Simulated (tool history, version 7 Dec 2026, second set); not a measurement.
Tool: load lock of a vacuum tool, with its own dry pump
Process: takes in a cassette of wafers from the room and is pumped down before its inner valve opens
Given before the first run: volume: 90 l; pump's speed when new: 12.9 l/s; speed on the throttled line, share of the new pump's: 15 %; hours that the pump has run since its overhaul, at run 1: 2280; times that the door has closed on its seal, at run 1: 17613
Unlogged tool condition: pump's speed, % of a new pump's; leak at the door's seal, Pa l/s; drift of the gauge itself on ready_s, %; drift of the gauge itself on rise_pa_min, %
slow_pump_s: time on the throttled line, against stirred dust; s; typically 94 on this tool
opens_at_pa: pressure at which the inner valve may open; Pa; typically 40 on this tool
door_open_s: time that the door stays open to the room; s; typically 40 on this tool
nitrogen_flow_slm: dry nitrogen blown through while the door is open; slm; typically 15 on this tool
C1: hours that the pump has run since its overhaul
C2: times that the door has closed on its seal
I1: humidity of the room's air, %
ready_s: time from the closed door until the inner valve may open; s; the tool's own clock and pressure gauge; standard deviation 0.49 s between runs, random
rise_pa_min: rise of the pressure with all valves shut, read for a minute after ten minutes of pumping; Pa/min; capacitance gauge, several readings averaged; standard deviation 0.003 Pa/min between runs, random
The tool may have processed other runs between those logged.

run 1 day=0 | slow_pump_s=94 opens_at_pa=40 door_open_s=40 nitrogen_flow_slm=15 | C1=2280 C2=17613 | I1=40.4 | ready_s=134.7 rise_pa_min=0.047
run 2 day=20.292 | slow_pump_s=94 opens_at_pa=40 door_open_s=40 nitrogen_flow_slm=15 | C1=2767 C2=19613 | I1=43.6 | ready_s=135.5 rise_pa_min=0.053
run 3 day=33.304 | slow_pump_s=94 opens_at_pa=40 door_open_s=40 nitrogen_flow_slm=15 | C1=3079 C2=20896 | I1=44 | ready_s=135.4 rise_pa_min=0.057
run 4 day=54.575 | slow_pump_s=94 opens_at_pa=40 door_open_s=40 nitrogen_flow_slm=22 | C1=3590 C2=22992 | I1=43 | ready_s=135.7 rise_pa_min=0.059
run 5 day=76.308 | slow_pump_s=94 opens_at_pa=40 door_open_s=40 nitrogen_flow_slm=22 | C1=4111 C2=25135 | I1=45.9 | ready_s=135.6 rise_pa_min=0.067
run 6 day=95.396 | slow_pump_s=94 opens_at_pa=40 door_open_s=178 nitrogen_flow_slm=15 | C1=4569 C2=27016 | I1=41.6 | ready_s=135.9 rise_pa_min=0.091
run 7 day=111.95 | slow_pump_s=69 opens_at_pa=40 door_open_s=40 nitrogen_flow_slm=15 | C1=4967 C2=28648 | I1=43.1 | ready_s=114.5 rise_pa_min=0.076
run 8 day=129.962 | slow_pump_s=94 opens_at_pa=40 door_open_s=40 nitrogen_flow_slm=15 | C1=5399 C2=30423 | I1=42.5 | ready_s=135.7 rise_pa_min=0.085
run 9 day=145.846 | slow_pump_s=94 opens_at_pa=40 door_open_s=40 nitrogen_flow_slm=21 | C1=5780 C2=31989 | I1=46.8 | ready_s=135.7 rise_pa_min=0.089
run 10 day=156.758 | slow_pump_s=94 opens_at_pa=40 door_open_s=40 nitrogen_flow_slm=15 | C1=6042 C2=33065 | I1=46.9 | ready_s=136.4 rise_pa_min=0.092
run 11 day=169.283 | slow_pump_s=94 opens_at_pa=40 door_open_s=40 nitrogen_flow_slm=15 | C1=6343 C2=34299 | I1=41.9 | ready_s=136 rise_pa_min=0.093
run 12 day=191.371 | slow_pump_s=100 opens_at_pa=40 door_open_s=40 nitrogen_flow_slm=15 | C1=6873 C2=36476 | I1=42.4 | ready_s=140.3 rise_pa_min=0.103
run 13 day=207.329 | slow_pump_s=182 opens_at_pa=40 door_open_s=40 nitrogen_flow_slm=11 | C1=7256 C2=38049 | I1=42.6 | ready_s=209.7 rise_pa_min=0.11
run 14 day=216.75 | slow_pump_s=48 opens_at_pa=33 door_open_s=53 nitrogen_flow_slm=7 | C1=7482 C2=38978 | I1=45.4 | ready_s=99.6 rise_pa_min=0.121
run 15 day=234.654 | slow_pump_s=48 opens_at_pa=33 door_open_s=53 nitrogen_flow_slm=7 | C1=7912 C2=40743 | I1=42.4 | ready_s=99.4 rise_pa_min=0.128
run 16 day=253.471 | slow_pump_s=94 opens_at_pa=29 door_open_s=49 nitrogen_flow_slm=15 | C1=8363 C2=42597 | I1=43.7 | ready_s=139.4 rise_pa_min=0.124
run 17 day=274.567 | slow_pump_s=148 opens_at_pa=29 door_open_s=84 nitrogen_flow_slm=25 | C1=8869 C2=44677 | I1=45.2 | ready_s=184.6 rise_pa_min=0.141
run 18 day=292.579 | slow_pump_s=148 opens_at_pa=29 door_open_s=84 nitrogen_flow_slm=25 | C1=9302 C2=46452 | I1=46.2 | ready_s=184.5 rise_pa_min=0.148
run 19 day=308.142 | slow_pump_s=75 opens_at_pa=72 door_open_s=70 nitrogen_flow_slm=32 | C1=9675 C2=47986 | I1=46.4 | ready_s=116.7 rise_pa_min=0.146
run 20 day=320.392 | slow_pump_s=183 opens_at_pa=44 door_open_s=70 nitrogen_flow_slm=32 | C1=9969 C2=49194 | I1=43.7 | ready_s=210.2 rise_pa_min=0.153
run 21 day=332.004 | slow_pump_s=59 opens_at_pa=77 door_open_s=164 nitrogen_flow_slm=8 | C1=10248 C2=50338 | I1=44.1 | ready_s=103.1 rise_pa_min=0.195
run 22 day=354.004 | slow_pump_s=94 opens_at_pa=43 door_open_s=65 nitrogen_flow_slm=15 | C1=10776 C2=52507 | I1=42.3 | ready_s=135.6 rise_pa_min=0.178

Below are 5 alternative next runs, each starting from the tool's condition after run 22. Predict each:
run A day=374.142 | slow_pump_s=184 opens_at_pa=31 door_open_s=76 nitrogen_flow_slm=15 | C1=11259 C2=54492 | I1=46.8 | ready_s=? rise_pa_min=?
run B day=374.142 | slow_pump_s=94 opens_at_pa=65 door_open_s=40 nitrogen_flow_slm=15 | C1=11259 C2=54492 | I1=47.3 | ready_s=? rise_pa_min=?
run C day=374.142 | slow_pump_s=118 opens_at_pa=43 door_open_s=65 nitrogen_flow_slm=15 | C1=11259 C2=54492 | I1=46.7 | ready_s=? rise_pa_min=?
run D day=374.142 | slow_pump_s=94 opens_at_pa=40 door_open_s=25 nitrogen_flow_slm=4 | C1=11259 C2=54492 | I1=47.1 | ready_s=? rise_pa_min=?
run E day=374.142 | slow_pump_s=94 opens_at_pa=36 door_open_s=40 nitrogen_flow_slm=15 | C1=11259 C2=54492 | I1=45 | ready_s=? rise_pa_min=?

run=A ready_s=214.4 rise_pa_min=0.188
run=B ready_s=133 rise_pa_min=0.18
run=C ready_s=155.5 rise_pa_min=0.184
run=D ready_s=138 rise_pa_min=0.178
run=E ready_s=137.4 rise_pa_min=0.169
With no hidden state in the tool, these same runs would have given:
run=A ready_s=212.3 rise_pa_min=0.034
run=B ready_s=130.3 rise_pa_min=0.026
run=C ready_s=152.8 rise_pa_min=0.03
run=D ready_s=134.8 rise_pa_min=0.022
run=E ready_s=134.4 rise_pa_min=0.014
